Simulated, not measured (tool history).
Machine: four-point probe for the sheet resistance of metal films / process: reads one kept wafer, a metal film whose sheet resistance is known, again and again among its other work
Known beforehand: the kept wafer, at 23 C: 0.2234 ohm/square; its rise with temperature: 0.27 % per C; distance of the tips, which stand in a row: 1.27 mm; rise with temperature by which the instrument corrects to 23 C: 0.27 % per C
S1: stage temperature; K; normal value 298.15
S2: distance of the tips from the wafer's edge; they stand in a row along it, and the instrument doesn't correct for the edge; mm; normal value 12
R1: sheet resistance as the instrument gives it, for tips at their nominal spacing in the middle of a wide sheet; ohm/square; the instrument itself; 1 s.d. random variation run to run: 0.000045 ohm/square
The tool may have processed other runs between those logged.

run 1 hour=0 | S1=298.15 S2=12 | R1=0.224573
run 2 hour=15.2 | S1=298.15 S2=4 | R1=0.234539
run 3 hour=28.6 | S1=298.15 S2=4 | R1=0.234599
run 4 hour=48.1 | S1=301.15 S2=12 | R1=0.224563
run 5 hour=67.4 | S1=301.15 S2=12 | R1=0.22448
run 6 hour=83.5 | S1=298.15 S2=21 | R1=0.223505
run 7 hour=99 | S1=298.15 S2=4 | R1=0.234471
run 8 hour=121.1 | S1=298.15 S2=27 | R1=0.223406
run 9 hour=140 | S1=298.15 S2=27 | R1=0.223337
run 10 hour=159.2 | S1=295.15 S2=5 | R1=0.23056
run 11 hour=173.2 | S1=298.15 S2=22 | R1=0.223381
run 12 hour=192.3 | S1=298.15 S2=21 | R1=0.223518
run 13 hour=212.2 | S1=298.15 S2=21 | R1=0.223474
run 14 hour=225.7 | S1=298.15 S2=21 | R1=0.223491
run 15 hour=245.9 | S1=298.15 S2=7 | R1=0.226863
run 16 hour=257.3 | S1=298.15 S2=3 | R1=0.242525
run 17 hour=276.3 | S1=298.15 S2=37 | R1=0.223145

Forecast each of these 4 alternatives for the next run:
run A hour=290.5 | S1=293.15 S2=38 | R1=?
run B hour=290.5 | S1=305.15 S2=12 | R1=?
run C hour=290.5 | S1=300.15 S2=7 | R1=?
run D hour=290.5 | S1=303.15 S2=24 | R1=?

run=A R1=0.223167
run=B R1=0.224456
run=C R1=0.22693
run=D R1=0.223449
What these runs would have given with no unlogged condition in the tool:
run=A R1=0.223556
run=B R1=0.224853
run=C R1=0.227328
run=D R1=0.223843
